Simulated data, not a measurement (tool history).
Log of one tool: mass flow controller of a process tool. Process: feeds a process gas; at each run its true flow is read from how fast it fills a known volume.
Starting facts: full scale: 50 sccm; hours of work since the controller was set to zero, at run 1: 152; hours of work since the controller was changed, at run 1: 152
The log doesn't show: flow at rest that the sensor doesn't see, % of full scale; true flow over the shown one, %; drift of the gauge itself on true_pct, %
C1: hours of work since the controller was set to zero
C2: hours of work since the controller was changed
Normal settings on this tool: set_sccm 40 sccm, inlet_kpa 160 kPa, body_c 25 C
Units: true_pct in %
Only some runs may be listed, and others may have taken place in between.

run 1 hour=0.0 | set_sccm=40 inlet_kpa=160 body_c=25 | C1=152 C2=152 | true_pct=99.99
run 2 hour=157.8 | set_sccm=40 inlet_kpa=160 body_c=25 | C1=260 C2=260 | true_pct=99.98
run 3 hour=279.2 | set_sccm=40 inlet_kpa=160 body_c=25 | C1=343 C2=343 | true_pct=100.02
run 4 hour=394.4 | set_sccm=40 inlet_kpa=160 body_c=25 | C1=422 C2=422 | true_pct=100.06
run 5 hour=560.9 | set_sccm=40 inlet_kpa=160 body_c=25 | C1=536 C2=536 | true_pct=99.84
run 6 hour=701.0 | set_sccm=40 inlet_kpa=160 body_c=32 | C1=632 C2=632 | true_pct=99.22
run 7 hour=878.6 | set_sccm=40 inlet_kpa=160 body_c=32 | C1=754 C2=754 | true_pct=99.31
run 8 hour=963.1 | set_sccm=40 inlet_kpa=248 body_c=25 | C1=812 C2=812 | true_pct=99.33
run 9 hour=1086.0 | set_sccm=14 inlet_kpa=248 body_c=25 | C1=896 C2=896 | true_pct=98.71
run 10 hour=1255.2 | set_sccm=18 inlet_kpa=160 body_c=25 | C1=1012 C2=1012 | true_pct=99.42
run 11 hour=1438.5 | set_sccm=10 inlet_kpa=278 body_c=22 | C1=1138 C2=1138 | true_pct=99.15
-- hour=1449.4 controller's zero set anew
run 12 hour=1622.3 | set_sccm=10 inlet_kpa=278 body_c=22 | C1=118 C2=1263 | true_pct=99.83
run 13 hour=1737.5 | set_sccm=10 inlet_kpa=278 body_c=22 | C1=197 C2=1342 | true_pct=99.97
run 14 hour=1840.7 | set_sccm=13 inlet_kpa=278 body_c=22 | C1=268 C2=1413 | true_pct=99.75
run 15 hour=1921.2 | set_sccm=46 inlet_kpa=148 body_c=22 | C1=323 C2=1468 | true_pct=100.86
run 16 hour=2037.9 | set_sccm=22 inlet_kpa=204 body_c=20 | C1=403 C2=1548 | true_pct=100.06
run 17 hour=2218.0 | set_sccm=29 inlet_kpa=259 body_c=26 | C1=527 C2=1671 | true_pct=99.13
run 18 hour=2333.6 | set_sccm=17 inlet_kpa=160 body_c=26 | C1=606 C2=1751 | true_pct=100.05
-- hour=2465.4 controller's zero set anew, once more
run 19 hour=2503.0 | set_sccm=17 inlet_kpa=160 body_c=26 | C1=26 C2=1866 | true_pct=98.49
run 20 hour=2631.6 | set_sccm=17 inlet_kpa=272 body_c=30 | C1=114 C2=1955 | true_pct=97.34

How would selected steps in true_pct from run to run divide? Give the signed amount a tool lacking its hidden state would still show from settings, what came in and random variation, and the signed amount left for the hidden state, including any gauge scatter that is not in both of the compared results.
Run 14 -> 15: set_sccm 13 -> 46, inlet_kpa 278 -> 148. true_pct +1.11 %: hidden state -1.18, all else +2.29.
Run 18 -> 19: controller's zero set anew, once more. true_pct -1.56 %: hidden state -1.42, all else -0.14.
Run 19 -> 20: inlet_kpa 160 -> 272, body_c 26 -> 30. true_pct -1.15 %: hidden state +0.04, all else -1.19.
